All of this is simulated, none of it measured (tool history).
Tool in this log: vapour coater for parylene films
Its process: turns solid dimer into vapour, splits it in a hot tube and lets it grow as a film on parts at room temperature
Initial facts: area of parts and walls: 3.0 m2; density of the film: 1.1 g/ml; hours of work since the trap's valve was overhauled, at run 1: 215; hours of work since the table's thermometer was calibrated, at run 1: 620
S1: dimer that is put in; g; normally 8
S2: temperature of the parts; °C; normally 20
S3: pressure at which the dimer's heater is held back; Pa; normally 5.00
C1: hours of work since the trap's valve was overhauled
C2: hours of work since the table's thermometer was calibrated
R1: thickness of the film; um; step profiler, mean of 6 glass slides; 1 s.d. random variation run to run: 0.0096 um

{"run": 1, "hour": 0.0, "S1": 8, "S2": 20, "S3": 5.0, "C1": 215, "C2": 620, "R1": 1.19}
{"run": 2, "hour": 24.1, "S1": 8, "S2": 20, "S3": 5.0, "C1": 229, "C2": 634, "R1": 1.206}
{"run": 3, "hour": 45.8, "S1": 8, "S2": 20, "S3": 5.0, "C1": 241, "C2": 647, "R1": 1.183}
{"run": 4, "hour": 62.1, "S1": 8, "S2": 20, "S3": 5.0, "C1": 251, "C2": 656, "R1": 1.194}
{"run": 5, "hour": 88.5, "S1": 4, "S2": 20, "S3": 5.0, "C1": 266, "C2": 672, "R1": 0.599}
{"hour": 107.1, "done": "trap's valve overhauled"}
{"run": 6, "hour": 107.7, "S1": 8, "S2": 20, "S3": 5.0, "C1": 0, "C2": 681, "R1": 1.242}
{"run": 7, "hour": 132.1, "S1": 8, "S2": 20, "S3": 5.0, "C1": 15, "C2": 695, "R1": 1.249}
{"run": 8, "hour": 152.7, "S1": 8, "S2": 14, "S3": 5.0, "C1": 27, "C2": 707, "R1": 1.429}
{"run": 9, "hour": 180.8, "S1": 8, "S2": 27, "S3": 5.0, "C1": 43, "C2": 723, "R1": 1.068}
{"run": 10, "hour": 207.7, "S1": 8, "S2": 27, "S3": 5.0, "C1": 59, "C2": 739, "R1": 1.042}
{"run": 11, "hour": 240.9, "S1": 8, "S2": 27, "S3": 5.0, "C1": 78, "C2": 759, "R1": 1.039}
{"run": 12, "hour": 259.6, "S1": 5, "S2": 13, "S3": 6.74, "C1": 89, "C2": 770, "R1": 0.855}
{"run": 13, "hour": 284.9, "S1": 8, "S2": 20, "S3": 3.51, "C1": 104, "C2": 784, "R1": 1.289}
{"run": 14, "hour": 314.3, "S1": 8, "S2": 20, "S3": 3.51, "C1": 121, "C2": 802, "R1": 1.282}
{"run": 15, "hour": 334.5, "S1": 8, "S2": 20, "S3": 4.39, "C1": 133, "C2": 813, "R1": 1.248}
{"run": 16, "hour": 360.9, "S1": 8, "S2": 20, "S3": 4.39, "C1": 149, "C2": 829, "R1": 1.246}
{"run": 17, "hour": 392.4, "S1": 8, "S2": 18, "S3": 4.39, "C1": 167, "C2": 847, "R1": 1.305}
{"run": 18, "hour": 412.0, "S1": 8, "S2": 20, "S3": 5.65, "C1": 179, "C2": 859, "R1": 1.19}
{"run": 19, "hour": 438.2, "S1": 13, "S2": 13, "S3": 10.14, "C1": 194, "C2": 874, "R1": 2.076}

Predict each of these 5 candidate next runs independently; none follows another, all start after run 19:
{"run": "A", "hour": 470.7, "S1": 8, "S2": 16, "S3": 5.0, "C1": 213, "C2": 893, "R1": "?"}
{"run": "B", "hour": 470.7, "S1": 6, "S2": 16, "S3": 8.28, "C1": 213, "C2": 893, "R1": "?"}
{"run": "C", "hour": 470.7, "S1": 13, "S2": 12, "S3": 10.14, "C1": 213, "C2": 893, "R1": "?"}
{"run": "D", "hour": 470.7, "S1": 8, "S2": 20, "S3": 5.0, "C1": 213, "C2": 893, "R1": "?"}
{"run": "E", "hour": 470.7, "S1": 5, "S2": 28, "S3": 5.0, "C1": 213, "C2": 893, "R1": "?"}

run=A R1=1.311
run=B R1=0.933
run=C R1=2.112
run=D R1=1.210
run=E R1=0.625
Had the tool no hidden state, the same runs would have come out as:
run=A R1=1.372
run=B R1=0.976
run=C R1=2.210
run=D R1=1.266
run=E R1=0.654

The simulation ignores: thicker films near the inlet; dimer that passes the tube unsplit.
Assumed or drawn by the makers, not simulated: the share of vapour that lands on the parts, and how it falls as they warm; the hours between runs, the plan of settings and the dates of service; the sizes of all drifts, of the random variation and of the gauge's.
